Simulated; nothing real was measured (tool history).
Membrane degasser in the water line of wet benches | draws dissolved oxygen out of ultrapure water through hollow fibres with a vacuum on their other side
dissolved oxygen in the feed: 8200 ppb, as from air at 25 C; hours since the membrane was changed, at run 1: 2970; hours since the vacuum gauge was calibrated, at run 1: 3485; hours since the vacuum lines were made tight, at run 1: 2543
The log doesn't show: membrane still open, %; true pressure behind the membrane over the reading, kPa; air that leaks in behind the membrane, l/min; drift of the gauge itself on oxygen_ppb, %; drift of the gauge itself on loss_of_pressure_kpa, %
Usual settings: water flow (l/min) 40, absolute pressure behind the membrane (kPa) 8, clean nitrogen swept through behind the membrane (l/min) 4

| run | hour | water flow (l/min) | absolute pressure behind the membrane (kPa) | clean nitrogen swept through behind the membrane (l/min) | hours since the membrane was changed | hours since the vacuum gauge was calibrated | hours since the vacuum lines were made tight | dissolved oxygen in the water behind the degasser (ppb) | pressure that the water loses in the fibres (kPa) |
|---|---|---|---|---|---|---|---|---|---|
| 1 | 0 | 40 | 8 | 4 | 2970 | 3485 | 2543 | 185.9 | 49.06 |
| 2 | 61.6 | 40 | 5.26 | 4 | 3032 | 3546 | 2604 | 124.2 | 49.05 |
| 3 | 111.1 | 40 | 5.26 | 4 | 3081 | 3596 | 2654 | 123.4 | 49.01 |
| 4 | 160.8 | 40 | 5.26 | 4 | 3131 | 3645 | 2703 | 123.2 | 48.87 |
| 5 | 216 | 40 | 8 | 4 | 3186 | 3701 | 2759 | 188.2 | 49.02 |
| 6 | 287.9 | 40 | 8 | 4 | 3258 | 3772 | 2831 | 190.7 | 49 |
| 7 | 334.2 | 40 | 8 | 4 | 3304 | 3819 | 2877 | 186.9 | 49.03 |
| 8 | 394 | 40 | 8 | 4 | 3364 | 3879 | 2937 | 184.7 | 48.71 |
|  | 420 | seals of the vacuum lines changed |
| 9 | 460.5 | 52 | 8 | 4 | 3429 | 3943 | 40 | 253.3 | 64.07 |
| 10 | 524.9 | 40 | 8 | 4 | 3493 | 4007 | 105 | 188.8 | 49.12 |
|  | 541.6 | vacuum gauge calibrated |
| 11 | 565.6 | 40 | 12.72 | 4 | 3533 | 24 | 145 | 300.2 | 49.33 |
| 12 | 635.8 | 40 | 12.72 | 4 | 3603 | 94 | 215 | 293.6 | 49.2 |
| 13 | 673.7 | 40 | 12.72 | 4 | 3641 | 132 | 253 | 299.3 | 49.38 |
| 14 | 732 | 40 | 8 | 4 | 3700 | 190 | 312 | 192.2 | 49.38 |
| 15 | 785.3 | 40 | 8 | 4 | 3753 | 244 | 365 | 191.4 | 49.32 |
| 16 | 819.4 | 57 | 8 | 4 | 3787 | 278 | 399 | 296.4 | 70.14 |
| 17 | 893.5 | 57 | 8 | 4 | 3861 | 352 | 473 | 292.6 | 70.38 |
| 18 | 962.8 | 40 | 5.81 | 3.51 | 3930 | 421 | 542 | 149.4 | 49.44 |
|  | 986.1 | vacuum gauge calibrated, once more |
| 19 | 1038.2 | 40 | 5.81 | 3.51 | 4005 | 52 | 617 | 140.4 | 49.2 |
| 20 | 1098.2 | 62 | 15.05 | 5.17 | 4065 | 112 | 677 | 456.9 | 76.59 |
| 21 | 1130 | 52 | 11.41 | 5.17 | 4097 | 144 | 709 | 305.6 | 64.51 |
| 22 | 1204.8 | 55 | 13.21 | 7.13 | 4172 | 219 | 784 | 304.5 | 67.99 |
| 23 | 1257.5 | 55 | 13.21 | 7.13 | 4225 | 271 | 836 | 301.3 | 68.06 |
| 24 | 1330.5 | 43 | 7.73 | 8.44 | 4298 | 344 | 910 | 139.6 | 53.12 |
| 25 | 1395.9 | 43 | 7.73 | 8.44 | 4363 | 410 | 975 | 138.9 | 53.52 |
| 26 | 1431.5 | 63 | 6.3 | 7.36 | 4399 | 445 | 1010 | 216.4 | 78.24 |
| 27 | 1467.1 | 59 | 5.75 | 7.36 | 4434 | 481 | 1046 | 189.3 | 72.78 |
| 28 | 1528.9 | 59 | 19.96 | 11.3 | 4496 | 543 | 1108 | 341.4 | 73.06 |

Forecast run 29:
| 29 | 1585.6 | 29 | 11.93 | 10.4 | 4553 | 599 | 1165 | ? | ? |

{"run 29": {"dissolved oxygen in the water behind the degasser (ppb)": 100.4, "pressure that the water loses in the fibres (kPa)": 35.93}}
Without the tool's hidden state the same run would have given dissolved oxygen in the water behind the degasser (ppb) 92.8, pressure that the water loses in the fibres (kPa) 34.68.
